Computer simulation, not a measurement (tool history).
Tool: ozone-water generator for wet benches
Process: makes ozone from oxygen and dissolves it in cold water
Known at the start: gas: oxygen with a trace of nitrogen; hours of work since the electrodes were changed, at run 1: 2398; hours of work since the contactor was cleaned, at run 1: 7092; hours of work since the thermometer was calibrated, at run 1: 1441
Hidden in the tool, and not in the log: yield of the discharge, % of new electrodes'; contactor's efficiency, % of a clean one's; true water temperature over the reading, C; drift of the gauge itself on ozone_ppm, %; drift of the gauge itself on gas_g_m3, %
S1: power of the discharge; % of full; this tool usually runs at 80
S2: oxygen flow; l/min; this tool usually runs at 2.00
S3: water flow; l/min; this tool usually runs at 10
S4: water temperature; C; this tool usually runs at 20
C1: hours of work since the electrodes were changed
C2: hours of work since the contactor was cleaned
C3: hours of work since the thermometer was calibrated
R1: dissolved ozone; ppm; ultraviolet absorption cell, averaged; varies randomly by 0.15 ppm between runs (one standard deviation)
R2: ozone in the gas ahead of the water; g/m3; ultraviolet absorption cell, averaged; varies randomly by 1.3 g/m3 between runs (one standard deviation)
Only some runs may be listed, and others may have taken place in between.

run,hour,S1,S2,S3,S4,C1,C2,C3,R1,R2
1,0.0,80,2.00,10,20,2398,7092,1441,17.7,232.3
2,86.8,80,2.00,10,20,2459,7153,1502,17.6,230.5
3,186.7,80,2.00,10,20,2528,7223,1572,17.6,233.7
4,238.8,80,2.05,10,20,2565,7259,1608,17.8,228.2
5,329.9,80,2.05,10,20,2629,7323,1672,17.7,225.6
6,442.6,50,2.00,10,20,2708,7402,1751,12.6,161.8
7,537.1,50,2.00,10,20,2774,7468,1817,12.6,162.9
8,649.1,50,2.00,10,20,2852,7546,1895,12.4,162.6
9,759.6,50,2.00,14,20,2929,7624,1973,8.9,161.7
10,830.9,73,2.91,10,20,2979,7674,2022,17.1,180.1
# hour 894.3: contactor cleaned
11,947.0,73,2.91,10,20,3058,37,2101,17.0,179.6
12,1020.9,73,1.42,6,26,3109,89,2153,23.5,253.9
13,1094.9,66,3.03,10,13,3161,140,2204,18.0,163.9
14,1161.5,66,3.03,10,13,3208,187,2251,17.5,166.3
15,1213.2,44,2.00,10,20,3244,223,2287,11.2,146.7
16,1309.6,85,2.74,14,16,3311,291,2354,14.5,206.6
17,1384.2,85,2.74,14,16,3363,343,2407,14.5,205.2

Alternative continuations, all from the tool just after run 17; predict every row:
A,1454.1,80,3.04,15,13,3412,392,2456,?,?
B,1454.1,80,2.00,10,20,3412,392,2456,?,?
C,1454.1,85,1.87,8,15,3412,392,2456,?,?
D,1454.1,85,1.33,14,23,3412,392,2456,?,?
E,1454.1,85,2.74,12,14,3412,392,2456,?,?

run,R1,R2
A,13.3,187.8
B,17.8,227.8
C,24.2,243.6
D,11.5,289.8
E,17.2,206.1
With no hidden state in the tool, these same runs would have given:
run,R1,R2
A,13.4,190.5
B,17.9,231.1
C,24.2,247.2
D,11.5,294.1
E,17.3,209.1
